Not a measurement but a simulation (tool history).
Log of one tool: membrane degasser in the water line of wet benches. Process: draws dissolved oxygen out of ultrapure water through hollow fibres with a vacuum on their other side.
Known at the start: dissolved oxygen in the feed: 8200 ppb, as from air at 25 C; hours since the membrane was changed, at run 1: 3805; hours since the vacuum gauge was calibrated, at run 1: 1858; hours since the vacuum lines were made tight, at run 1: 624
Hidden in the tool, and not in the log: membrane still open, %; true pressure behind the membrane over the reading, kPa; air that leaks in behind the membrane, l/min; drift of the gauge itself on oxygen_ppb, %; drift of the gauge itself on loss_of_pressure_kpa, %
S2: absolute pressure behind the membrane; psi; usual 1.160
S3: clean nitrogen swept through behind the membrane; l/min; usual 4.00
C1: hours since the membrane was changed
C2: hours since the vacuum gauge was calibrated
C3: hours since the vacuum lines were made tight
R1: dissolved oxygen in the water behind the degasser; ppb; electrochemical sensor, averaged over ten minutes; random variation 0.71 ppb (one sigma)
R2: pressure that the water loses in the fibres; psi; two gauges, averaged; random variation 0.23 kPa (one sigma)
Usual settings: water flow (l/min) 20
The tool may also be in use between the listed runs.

run 1 hour=0.0 | water_flow_(l/min)=20 S2=1.160 S3=4.00 | C1=3805 C2=1858 C3=624 | R1=67.6 R2=8.876
run 2 hour=61.9 | water_flow_(l/min)=20 S2=1.160 S3=4.00 | C1=3867 C2=1920 C3=686 | R1=66.3 R2=8.940
run 3 hour=155.4 | water_flow_(l/min)=20 S2=1.160 S3=4.00 | C1=3960 C2=2013 C3=779 | R1=66.8 R2=8.863
run 4 hour=227.8 | water_flow_(l/min)=20 S2=1.160 S3=4.00 | C1=4033 C2=2086 C3=852 | R1=66.2 R2=8.895
run 5 hour=277.5 | water_flow_(l/min)=20 S2=1.160 S3=4.00 | C1=4082 C2=2136 C3=901 | R1=66.6 R2=8.946
run 6 hour=340.1 | water_flow_(l/min)=20 S2=1.160 S3=4.00 | C1=4145 C2=2198 C3=964 | R1=67.4 R2=8.985
run 7 hour=441.8 | water_flow_(l/min)=20 S2=1.160 S3=4.00 | C1=4247 C2=2300 C3=1066 | R1=66.7 R2=8.944
run 8 hour=507.4 | water_flow_(l/min)=20 S2=1.160 S3=4.00 | C1=4312 C2=2365 C3=1131 | R1=67.5 R2=8.933
run 9 hour=554.8 | water_flow_(l/min)=20 S2=1.160 S3=4.00 | C1=4360 C2=2413 C3=1179 | R1=67.8 R2=8.889
run 10 hour=632.7 | water_flow_(l/min)=20 S2=1.160 S3=4.00 | C1=4438 C2=2491 C3=1257 | R1=68.1 R2=8.901
run 11 hour=737.3 | water_flow_(l/min)=20 S2=1.160 S3=4.00 | C1=4542 C2=2595 C3=1361 | R1=68.7 R2=8.971
run 12 hour=834.1 | water_flow_(l/min)=15 S2=1.160 S3=4.00 | C1=4639 C2=2692 C3=1458 | R1=47.2 R2=6.750
run 13 hour=941.9 | water_flow_(l/min)=15 S2=1.160 S3=4.00 | C1=4747 C2=2800 C3=1566 | R1=46.4 R2=6.693
run 14 hour=1012.0 | water_flow_(l/min)=20 S2=1.160 S3=4.00 | C1=4817 C2=2870 C3=1636 | R1=69.0 R2=8.943
run 15 hour=1078.1 | water_flow_(l/min)=20 S2=1.091 S3=4.00 | C1=4883 C2=2936 C3=1702 | R1=63.2 R2=9.005
run 16 hour=1160.6 | water_flow_(l/min)=31 S2=1.160 S3=4.00 | C1=4966 C2=3019 C3=1785 | R1=159.5 R2=13.915
run 17 hour=1231.0 | water_flow_(l/min)=31 S2=1.160 S3=4.00 | C1=5036 C2=3089 C3=1855 | R1=156.5 R2=13.982
run 18 hour=1324.9 | water_flow_(l/min)=25 S2=1.160 S3=7.05 | C1=5130 C2=3183 C3=1949 | R1=70.6 R2=11.207
run 19 hour=1425.4 | water_flow_(l/min)=25 S2=1.160 S3=7.05 | C1=5230 C2=3283 C3=2049 | R1=70.4 R2=11.219
run 20 hour=1514.2 | water_flow_(l/min)=25 S2=1.160 S3=11.75 | C1=5319 C2=3372 C3=2138 | R1=53.4 R2=11.224
run 21 hour=1609.5 | water_flow_(l/min)=29 S2=1.456 S3=2.75 | C1=5414 C2=3467 C3=2233 | R1=218.8 R2=13.019
run 22 hour=1656.8 | water_flow_(l/min)=18 S2=1.160 S3=6.73 | C1=5462 C2=3515 C3=2281 | R1=38.9 R2=8.121
run 23 hour=1723.7 | water_flow_(l/min)=18 S2=1.160 S3=6.73 | C1=5529 C2=3582 C3=2348 | R1=38.0 R2=8.099
run 24 hour=1797.0 | water_flow_(l/min)=18 S2=1.160 S3=6.73 | C1=5602 C2=3655 C3=2421 | R1=38.0 R2=8.158
run 25 hour=1845.2 | water_flow_(l/min)=18 S2=1.160 S3=6.73 | C1=5650 C2=3703 C3=2469 | R1=37.5 R2=8.135
run 26 hour=1942.0 | water_flow_(l/min)=18 S2=1.495 S3=3.65 | C1=5747 C2=3800 C3=2566 | R1=92.9 R2=8.119
run 27 hour=2025.1 | water_flow_(l/min)=13 S2=0.998 S3=3.91 | C1=5830 C2=3883 C3=2649 | R1=32.8 R2=5.864
run 28 hour=2113.5 | water_flow_(l/min)=29 S2=0.798 S3=8.61 | C1=5918 C2=3971 C3=2737 | R1=73.3 R2=13.103
run 29 hour=2164.7 | water_flow_(l/min)=20 S2=1.160 S3=3.16 | C1=5970 C2=4023 C3=2789 | R1=84.8 R2=9.030
run 30 hour=2255.6 | water_flow_(l/min)=20 S2=1.160 S3=3.16 | C1=6061 C2=4114 C3=2879 | R1=85.9 R2=9.033
run 31 hour=2326.7 | water_flow_(l/min)=20 S2=1.160 S3=3.16 | C1=6132 C2=4185 C3=2951 | R1=86.7 R2=9.037
run 32 hour=2418.5 | water_flow_(l/min)=20 S2=1.160 S3=3.16 | C1=6223 C2=4277 C3=3042 | R1=84.6 R2=9.126

Some steps in R1 between neighbouring runs. How much of each would the tool show without its hidden state too (settings, what came in, random variation), and how much is left for the hidden state, with any gauge scatter that isn't in both results?
Run 15 -> 16: water flow (l/min) 20 -> 31, S2 1.091 -> 1.160. R1 +96.3 ppb: hidden state +10.3, all else +86.0.
Run 20 -> 21: water flow (l/min) 25 -> 29, S2 1.160 -> 1.456, S3 11.75 -> 2.75. R1 +165.4 ppb: hidden state +7.7, all else +157.7.
Run 21 -> 22: water flow (l/min) 29 -> 18, S2 1.456 -> 1.160, S3 2.75 -> 6.73. R1 -179.9 ppb: hidden state -11.6, all else -168.3.
Run 27 -> 28: water flow (l/min) 13 -> 29, S2 0.998 -> 0.798, S3 3.91 -> 8.61. R1 +40.5 ppb: hidden state +10.2, all else +30.3.
